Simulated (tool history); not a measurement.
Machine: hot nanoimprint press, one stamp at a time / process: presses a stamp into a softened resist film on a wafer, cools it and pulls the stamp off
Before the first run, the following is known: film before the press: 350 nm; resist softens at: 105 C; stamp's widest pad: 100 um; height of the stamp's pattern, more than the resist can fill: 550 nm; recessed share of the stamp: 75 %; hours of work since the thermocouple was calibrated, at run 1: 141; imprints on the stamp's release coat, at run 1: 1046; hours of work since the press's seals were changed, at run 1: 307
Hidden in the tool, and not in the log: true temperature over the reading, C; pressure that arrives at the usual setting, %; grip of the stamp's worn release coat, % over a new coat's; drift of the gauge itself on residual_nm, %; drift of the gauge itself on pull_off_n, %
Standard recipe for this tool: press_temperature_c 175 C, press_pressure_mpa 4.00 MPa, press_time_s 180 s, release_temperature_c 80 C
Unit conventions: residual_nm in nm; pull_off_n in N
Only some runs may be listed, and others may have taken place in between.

| run | day | press_temperature_c | press_pressure_mpa | press_time_s | release_temperature_c | hours of work since the thermocouple was calibrated | imprints on the stamp's release coat | hours of work since the press's seals were changed | residual_nm | pull_off_n |
|---|---|---|---|---|---|---|---|---|---|---|
| 1 | 0.000 | 175 | 4.00 | 180 | 80 | 141 | 1046 | 307 | 151.4 | 277 |
| 2 | 1.867 | 175 | 4.00 | 180 | 80 | 161 | 1114 | 327 | 152.2 | 273 |
| 3 | 3.488 | 175 | 4.00 | 180 | 80 | 178 | 1174 | 344 | 152.3 | 272 |
| 4 | 5.654 | 175 | 4.00 | 180 | 80 | 202 | 1253 | 368 | 152.0 | 273 |
| 5 | 7.362 | 175 | 4.00 | 180 | 72 | 220 | 1316 | 386 | 150.8 | 295 |
| 6 | 9.608 | 175 | 4.00 | 180 | 80 | 244 | 1399 | 410 | 154.1 | 289 |
| 7 | 10.812 | 175 | 4.00 | 180 | 80 | 257 | 1443 | 423 | 152.7 | 295 |
| 8 | 12.321 | 175 | 2.88 | 180 | 80 | 274 | 1498 | 440 | 176.6 | 301 |
| 9 | 13.758 | 175 | 2.88 | 180 | 80 | 289 | 1551 | 455 | 177.7 | 296 |
| 10 | 15.538 | 175 | 2.88 | 180 | 80 | 308 | 1616 | 474 | 177.9 | 300 |
| 11 | 17.850 | 175 | 4.81 | 180 | 80 | 333 | 1701 | 499 | 144.6 | 316 |
| 12 | 18.938 | 175 | 4.00 | 180 | 80 | 345 | 1741 | 511 | 156.1 | 326 |
|  | 19.162 | plate thermocouple calibrated |
| 13 | 20.671 | 175 | 4.00 | 180 | 80 | 16 | 1800 | 528 | 159.2 | 319 |
| 14 | 22.550 | 181 | 4.00 | 180 | 80 | 36 | 1869 | 549 | 118.7 | 320 |
| 15 | 23.804 | 181 | 4.00 | 146 | 80 | 50 | 1915 | 562 | 128.1 | 334 |
| 16 | 25.929 | 181 | 4.00 | 146 | 80 | 73 | 1993 | 585 | 128.4 | 329 |
|  | 27.692 | plate thermocouple calibrated, once more |
| 17 | 28.171 | 175 | 3.73 | 91 | 80 | 5 | 2071 | 608 | 200.2 | 342 |
| 18 | 29.525 | 175 | 3.73 | 91 | 80 | 20 | 2121 | 622 | 199.4 | 338 |
| 19 | 30.712 | 168 | 4.00 | 180 | 81 | 33 | 2164 | 635 | 213.4 | 337 |
| 20 | 32.100 | 186 | 3.69 | 288 | 88 | 47 | 2215 | 650 | 72.9 | 322 |
|  | 32.950 | stamp cleaned and given a new release coat |
| 21 | 34.192 | 186 | 3.36 | 288 | 88 | 67 | 46 | 670 | 74.9 | 196 |
| 22 | 35.338 | 183 | 3.94 | 288 | 67 | 80 | 88 | 682 | 81.9 | 227 |
| 23 | 36.879 | 175 | 4.00 | 195 | 80 | 96 | 144 | 699 | 147.5 | 221 |
| 24 | 38.379 | 175 | 4.00 | 142 | 80 | 112 | 200 | 715 | 168.9 | 215 |
| 25 | 39.612 | 175 | 3.24 | 326 | 77 | 126 | 245 | 728 | 133.0 | 222 |
| 26 | 40.696 | 165 | 3.92 | 305 | 80 | 137 | 285 | 740 | 210.8 | 222 |
| 27 | 42.162 | 182 | 3.12 | 298 | 80 | 153 | 339 | 756 | 98.1 | 231 |

Run 28 comes next. What will it give?
| 28 | 43.179 | 166 | 4.13 | 218 | 67 | 164 | 376 | 767 | ? | ? |

For run 28 the tool returned residual_nm 220.6 nm, pull_off_n 248 N.
With no hidden state in the tool, this same run would have given residual_nm 211.6 nm, pull_off_n 223 N.

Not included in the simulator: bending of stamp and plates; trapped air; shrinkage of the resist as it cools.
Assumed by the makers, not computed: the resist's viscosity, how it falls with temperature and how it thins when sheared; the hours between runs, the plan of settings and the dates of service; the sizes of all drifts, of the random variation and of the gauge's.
